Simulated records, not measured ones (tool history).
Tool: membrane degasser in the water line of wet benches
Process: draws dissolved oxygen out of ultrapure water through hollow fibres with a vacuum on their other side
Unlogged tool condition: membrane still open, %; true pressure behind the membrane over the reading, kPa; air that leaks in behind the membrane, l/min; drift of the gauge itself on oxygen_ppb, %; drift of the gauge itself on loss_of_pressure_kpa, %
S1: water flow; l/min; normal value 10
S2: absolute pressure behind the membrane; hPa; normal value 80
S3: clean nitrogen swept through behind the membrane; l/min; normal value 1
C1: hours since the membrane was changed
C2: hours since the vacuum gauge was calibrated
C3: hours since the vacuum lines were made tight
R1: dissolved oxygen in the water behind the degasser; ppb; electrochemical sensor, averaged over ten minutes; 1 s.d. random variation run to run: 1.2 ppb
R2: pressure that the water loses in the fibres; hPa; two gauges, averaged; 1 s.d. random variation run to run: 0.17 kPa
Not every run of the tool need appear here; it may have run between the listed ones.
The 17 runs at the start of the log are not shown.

| run | hour | S1 | S2 | S3 | C1 | C2 | C3 | R1 | R2 |
|---|---|---|---|---|---|---|---|---|---|
| 18 | 653.5 | 6 | 57.5 | 1.11 | 2146 | 60 | 3178 | 37.4 | 183 |
| 19 | 702.2 | 10 | 91.1 | 1 | 2195 | 109 | 3227 | 149.1 | 304.2 |
| 20 | 743.8 | 10 | 80 | 1.36 | 2236 | 150 | 3269 | 95.5 | 307.1 |
| 21 | 769.2 | 10 | 80 | 1.36 | 2262 | 176 | 3294 | 95.2 | 306.9 |
| 22 | 806.4 | 10 | 87.5 | 2.91 | 2299 | 213 | 3331 | 55.5 | 305.5 |
| 23 | 850.4 | 10 | 87.5 | 2.91 | 2343 | 257 | 3375 | 56.9 | 306.8 |
| 24 | 897.2 | 8 | 80 | 1 | 2390 | 304 | 3422 | 100.8 | 243.4 |
| 25 | 933.5 | 6 | 106.1 | 1 | 2426 | 340 | 3458 | 115 | 182.6 |
| 26 | 988.5 | 12 | 124 | 1 | 2481 | 395 | 3513 | 271.3 | 365.9 |
| 27 | 1015.3 | 15 | 121.8 | 1 | 2508 | 422 | 3540 | 325.3 | 460.6 |
| 28 | 1070.9 | 15 | 121.8 | 1 | 2563 | 477 | 3596 | 326.1 | 458.6 |
| 29 | 1124 | 10 | 80 | 1 | 2616 | 530 | 3649 | 124.1 | 304.1 |
| 30 | 1151.2 | 9 | 49 | 1 | 2644 | 558 | 3676 | 45.4 | 274.9 |
| 31 | 1174.5 | 10 | 197.8 | 0.69 | 2667 | 581 | 3699 | 546.3 | 304.4 |
| 32 | 1202.6 | 10 | 197.8 | 0.69 | 2695 | 609 | 3727 | 534.4 | 306.4 |

Predict each of these 3 candidate next runs independently; none follows another, all start after run 32:
| A | 1255.2 | 10 | 80 | 0.77 | 2748 | 662 | 3780 | ? | ? |
| B | 1255.2 | 11 | 80 | 1.49 | 2748 | 662 | 3780 | ? | ? |
| C | 1255.2 | 16 | 174.3 | 2.29 | 2748 | 662 | 3780 | ? | ? |

| run | R1 | R2 |
|---|---|---|
| A | 155.9 | 307.4 |
| B | 98.3 | 337 |
| C | 263.8 | 491.2 |
Take away the tool's hidden state, keep each run's random variation, and the runs would have read:
| run | R1 | R2 |
|---|---|---|
| A | 150.1 | 301.4 |
| B | 94 | 330.4 |
| C | 256.9 | 481.6 |

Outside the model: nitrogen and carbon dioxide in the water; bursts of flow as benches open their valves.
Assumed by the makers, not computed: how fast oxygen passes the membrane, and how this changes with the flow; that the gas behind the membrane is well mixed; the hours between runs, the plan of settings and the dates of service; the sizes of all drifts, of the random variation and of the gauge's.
